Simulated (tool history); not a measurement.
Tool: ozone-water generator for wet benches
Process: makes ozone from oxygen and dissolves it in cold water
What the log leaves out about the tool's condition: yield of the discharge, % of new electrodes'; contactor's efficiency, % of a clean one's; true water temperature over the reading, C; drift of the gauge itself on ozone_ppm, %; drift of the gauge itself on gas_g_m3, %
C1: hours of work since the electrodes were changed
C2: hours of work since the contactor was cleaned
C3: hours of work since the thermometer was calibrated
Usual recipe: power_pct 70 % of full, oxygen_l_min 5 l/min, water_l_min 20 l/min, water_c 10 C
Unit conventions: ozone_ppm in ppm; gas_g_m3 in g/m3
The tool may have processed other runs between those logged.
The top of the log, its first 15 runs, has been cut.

Run 16, hour 2001.6: usual settings; C1 5863; C2 3098; C3 2019. Result: ozone_ppm 20.5 ppm, gas_g_m3 189.5 g/m3.
At hour 2081.6: contactor cleaned.
Run 17, hour 2134.8: usual settings but water_c 7 C; C1 5957; C2 39; C3 2113. Result: ozone_ppm 22.5 ppm, gas_g_m3 188.8 g/m3.
Run 18, hour 2270.6: usual settings but water_c 7 C; C1 6056; C2 137; C3 2212. Result: ozone_ppm 22.5 ppm, gas_g_m3 187.6 g/m3.
Run 19, hour 2452.5: usual settings but power_pct 52 % of full, oxygen_l_min 6.59 l/min, water_l_min 14 l/min, water_c 16 C; C1 6188; C2 270; C3 2344. Result: ozone_ppm 22.3 ppm, gas_g_m3 141 g/m3.
Run 20, hour 2558.2: usual settings but power_pct 72 % of full, oxygen_l_min 2.8 l/min, water_l_min 28 l/min, water_c 11 C; C1 6265; C2 346; C3 2421. Result: ozone_ppm 13.9 ppm, gas_g_m3 260.2 g/m3.
At hour 2575.5: water thermometer calibrated.
Run 21, hour 2710.8: usual settings but power_pct 53 % of full, oxygen_l_min 3.22 l/min; C1 6376; C2 457; C3 98. Result: ozone_ppm 18 ppm, gas_g_m3 210.3 g/m3.
Run 22, hour 2844: usual settings but power_pct 53 % of full, oxygen_l_min 3.22 l/min; C1 6472; C2 554; C3 195. Result: ozone_ppm 17.6 ppm, gas_g_m3 208.6 g/m3.
Run 23, hour 2936.8: usual settings but power_pct 43 % of full, water_l_min 25 l/min, water_c 12 C; C1 6540; C2 621; C3 263. Result: ozone_ppm 13.5 ppm, gas_g_m3 149.4 g/m3.
Run 24, hour 3136.8: usual settings but power_pct 43 % of full, oxygen_l_min 6.44 l/min, water_l_min 27 l/min, water_c 9 C; C1 6685; C2 767; C3 408. Result: ozone_ppm 13.1 ppm, gas_g_m3 127.9 g/m3.
Run 25, hour 3319.3: usual settings but power_pct 43 % of full, oxygen_l_min 6.44 l/min, water_l_min 27 l/min, water_c 9 C; C1 6818; C2 899; C3 541. Result: ozone_ppm 13.2 ppm, gas_g_m3 126.9 g/m3.
Run 26, hour 3411.4: usual settings but water_l_min 15 l/min, water_c 11 C; C1 6885; C2 966; C3 608. Result: ozone_ppm 25.7 ppm, gas_g_m3 181.1 g/m3.
At hour 3468.9: water thermometer calibrated, once more.
At hour 3547.5: electrodes of the discharge changed.
Run 27, hour 3573.3: usual settings but water_l_min 15 l/min, water_c 11 C; C1 19; C2 1079; C3 72. Result: ozone_ppm 32.6 ppm, gas_g_m3 228.2 g/m3.
Run 28, hour 3748.7: usual settings but water_l_min 15 l/min, water_c 11 C; C1 146; C2 1207; C3 199. Result: ozone_ppm 32.5 ppm, gas_g_m3 229.2 g/m3.
Run 29, hour 3850.8: usual settings but power_pct 50 % of full, oxygen_l_min 3.29 l/min, water_c 7 C; C1 220; C2 1281; C3 273. Result: ozone_ppm 21.2 ppm, gas_g_m3 240.7 g/m3.
Run 30, hour 4061.6: usual settings but power_pct 69 % of full, oxygen_l_min 3.29 l/min, water_c 7 C; C1 374; C2 1434; C3 427. Result: ozone_ppm 25.1 ppm, gas_g_m3 283.8 g/m3.
Run 31, hour 4164.4: usual settings but power_pct 57 % of full, oxygen_l_min 3.29 l/min, water_c 7 C; C1 448; C2 1509; C3 501. Result: ozone_ppm 22.2 ppm, gas_g_m3 256.5 g/m3.
Run 32, hour 4269.5: usual settings but water_l_min 29 l/min; C1 525; C2 1585; C3 578. Result: ozone_ppm 18 ppm, gas_g_m3 225.5 g/m3.

4 ways to go on from here, each from the tool as it stands after run 32. What would each give?
Run A, hour 4398.4: usual settings; C1 618; C2 1679; C3 671. Result: ozone_ppm ?, gas_g_m3 ?.
Run B, hour 4398.4: usual settings but oxygen_l_min 4.31 l/min, water_l_min 25 l/min, water_c 9 C; C1 618; C2 1679; C3 671. Result: ozone_ppm ?, gas_g_m3 ?.
Run C, hour 4398.4: usual settings but power_pct 81 % of full, oxygen_l_min 2.89 l/min, water_c 13 C; C1 618; C2 1679; C3 671. Result: ozone_ppm ?, gas_g_m3 ?.
Run D, hour 4398.4: usual settings but oxygen_l_min 6.89 l/min, water_l_min 13 l/min, water_c 9 C; C1 618; C2 1679; C3 671. Result: ozone_ppm ?, gas_g_m3 ?.

run  ozone_ppm  gas_g_m3
  A       25.4     224.3
  B       20.1     243.7
  C       24.7     329.5
  D       35.7       188
Had the tool no hidden state, the same runs would have come out as:
run  ozone_ppm  gas_g_m3
  A       26.8     227.8
  B       21.3     247.5
  C       26.2     335.1
  D       37.5     190.9
